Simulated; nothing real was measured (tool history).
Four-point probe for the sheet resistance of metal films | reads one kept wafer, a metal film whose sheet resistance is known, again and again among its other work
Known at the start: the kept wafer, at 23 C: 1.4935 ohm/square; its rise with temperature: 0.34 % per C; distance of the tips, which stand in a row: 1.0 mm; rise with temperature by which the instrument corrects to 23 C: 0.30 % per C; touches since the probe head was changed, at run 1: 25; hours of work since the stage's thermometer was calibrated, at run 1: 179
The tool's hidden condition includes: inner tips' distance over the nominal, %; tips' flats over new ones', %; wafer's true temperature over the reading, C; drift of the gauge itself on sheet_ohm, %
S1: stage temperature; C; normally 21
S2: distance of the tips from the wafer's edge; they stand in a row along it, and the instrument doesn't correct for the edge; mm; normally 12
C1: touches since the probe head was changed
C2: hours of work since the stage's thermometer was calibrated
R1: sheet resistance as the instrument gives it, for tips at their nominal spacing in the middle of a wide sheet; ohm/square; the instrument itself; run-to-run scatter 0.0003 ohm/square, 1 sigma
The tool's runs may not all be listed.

{"run": 1, "day": 0.0, "S1": 21, "S2": 12, "C1": 25, "C2": 179, "R1": 1.497664}
{"run": 2, "day": 1.071, "S1": 21, "S2": 12, "C1": 993, "C2": 195, "R1": 1.497472}
{"run": 3, "day": 1.8, "S1": 21, "S2": 12, "C1": 1650, "C2": 205, "R1": 1.497651}
{"run": 4, "day": 3.075, "S1": 21, "S2": 20, "C1": 2800, "C2": 224, "R1": 1.494027}
{"run": 5, "day": 3.812, "S1": 21, "S2": 20, "C1": 3468, "C2": 235, "R1": 1.493853}
{"run": 6, "day": 5.233, "S1": 21, "S2": 12, "C1": 4750, "C2": 256, "R1": 1.497925}
{"run": 7, "day": 6.533, "S1": 21, "S2": 12, "C1": 5924, "C2": 275, "R1": 1.498038}
{"run": 8, "day": 7.358, "S1": 27, "S2": 12, "C1": 6666, "C2": 287, "R1": 1.501483}
{"run": 9, "day": 8.304, "S1": 21, "S2": 14, "C1": 7523, "C2": 301, "R1": 1.496059}
{"run": 10, "day": 9.471, "S1": 21, "S2": 12, "C1": 8574, "C2": 318, "R1": 1.497839}
{"run": 11, "day": 10.529, "S1": 21, "S2": 23, "C1": 9532, "C2": 333, "R1": 1.493452}
{"run": 12, "day": 11.458, "S1": 21, "S2": 23, "C1": 10369, "C2": 347, "R1": 1.49362}
{"run": 13, "day": 12.792, "S1": 29, "S2": 12, "C1": 11572, "C2": 366, "R1": 1.502755}
{"run": 14, "day": 14.312, "S1": 29, "S2": 12, "C1": 12945, "C2": 389, "R1": 1.502895}
{"run": 15, "day": 15.446, "S1": 29, "S2": 12, "C1": 13968, "C2": 405, "R1": 1.50288}
{"run": 16, "day": 16.683, "S1": 21, "S2": 3, "C1": 15087, "C2": 423, "R1": 1.575566}
{"run": 17, "day": 17.821, "S1": 21, "S2": 12, "C1": 16114, "C2": 440, "R1": 1.497938}
{"run": 18, "day": 19.212, "S1": 21, "S2": 12, "C1": 17370, "C2": 461, "R1": 1.498669}
{"run": 19, "day": 20.654, "S1": 21, "S2": 12, "C1": 18670, "C2": 482, "R1": 1.497855}
{"run": 20, "day": 21.975, "S1": 21, "S2": 6, "C1": 19862, "C2": 501, "R1": 1.514284}
{"run": 21, "day": 23.767, "S1": 21, "S2": 6, "C1": 21480, "C2": 527, "R1": 1.514278}
{"run": 22, "day": 24.538, "S1": 21, "S2": 12, "C1": 22177, "C2": 538, "R1": 1.497852}
{"run": 23, "day": 25.592, "S1": 23, "S2": 12, "C1": 23129, "C2": 554, "R1": 1.498822}
{"run": 24, "day": 26.558, "S1": 31, "S2": 9, "C1": 23999, "C2": 568, "R1": 1.508952}
{"run": 25, "day": 27.879, "S1": 31, "S2": 9, "C1": 25191, "C2": 587, "R1": 1.508749}
{"run": 26, "day": 29.046, "S1": 32, "S2": 8, "C1": 26245, "C2": 604, "R1": 1.512598}
{"run": 27, "day": 30.4, "S1": 26, "S2": 4, "C1": 27469, "C2": 624, "R1": 1.544333}
{"run": 28, "day": 32.142, "S1": 32, "S2": 14, "C1": 29040, "C2": 650, "R1": 1.502963}
{"run": 29, "day": 33.004, "S1": 23, "S2": 11, "C1": 29820, "C2": 662, "R1": 1.500156}
{"run": 30, "day": 34.492, "S1": 25, "S2": 27, "C1": 31161, "C2": 684, "R1": 1.495258}
{"run": 31, "day": 35.804, "S1": 25, "S2": 9, "C1": 32347, "C2": 703, "R1": 1.504288}
{"run": 32, "day": 37.312, "S1": 25, "S2": 9, "C1": 33708, "C2": 726, "R1": 1.504729}
{"run": 33, "day": 38.888, "S1": 32, "S2": 50, "C1": 35130, "C2": 749, "R1": 1.499842}
{"run": 34, "day": 40.517, "S1": 27, "S2": 67, "C1": 36603, "C2": 773, "R1": 1.496198}
{"run": 35, "day": 42.292, "S1": 30, "S2": 3, "C1": 38204, "C2": 799, "R1": 1.582277}
{"run": 36, "day": 43.312, "S1": 32, "S2": 24, "C1": 39126, "C2": 813, "R1": 1.500703}
{"run": 37, "day": 44.112, "S1": 32, "S2": 24, "C1": 39849, "C2": 825, "R1": 1.500245}
{"run": 38, "day": 45.75, "S1": 23, "S2": 6, "C1": 41325, "C2": 849, "R1": 1.515476}
{"run": 39, "day": 47.479, "S1": 22, "S2": 3, "C1": 42886, "C2": 874, "R1": 1.576981}
{"run": 40, "day": 48.471, "S1": 30, "S2": 21, "C1": 43783, "C2": 889, "R1": 1.500064}
{"run": 41, "day": 49.829, "S1": 34, "S2": 4, "C1": 45007, "C2": 909, "R1": 1.549382}
{"run": 42, "day": 50.546, "S1": 34, "S2": 4, "C1": 45657, "C2": 919, "R1": 1.549606}
{"run": 43, "day": 52.021, "S1": 21, "S2": 8, "C1": 46986, "C2": 941, "R1": 1.504664}
{"run": 44, "day": 53.392, "S1": 26, "S2": 8, "C1": 48226, "C2": 961, "R1": 1.507778}
{"run": 45, "day": 54.342, "S1": 35, "S2": 12, "C1": 49080, "C2": 975, "R1": 1.506511}

Forecast each of these 4 alternatives for the next run:
{"run": "A", "day": 56.062, "S1": 21, "S2": 4, "C1": 50636, "C2": 1000, "R1": "?"}
{"run": "B", "day": 56.062, "S1": 35, "S2": 14, "C1": 50636, "C2": 1000, "R1": "?"}
{"run": "C", "day": 56.062, "S1": 26, "S2": 53, "C1": 50636, "C2": 1000, "R1": "?"}
{"run": "D", "day": 56.062, "S1": 29, "S2": 12, "C1": 50636, "C2": 1000, "R1": "?"}

run=A R1=1.540252
run=B R1=1.505601
run=C R1=1.495852
run=D R1=1.502737
Take away the tool's hidden state, keep each run's random variation, and the runs would have read:
run=A R1=1.540232
run=B R1=1.505581
run=C R1=1.495833
run=D R1=1.502718
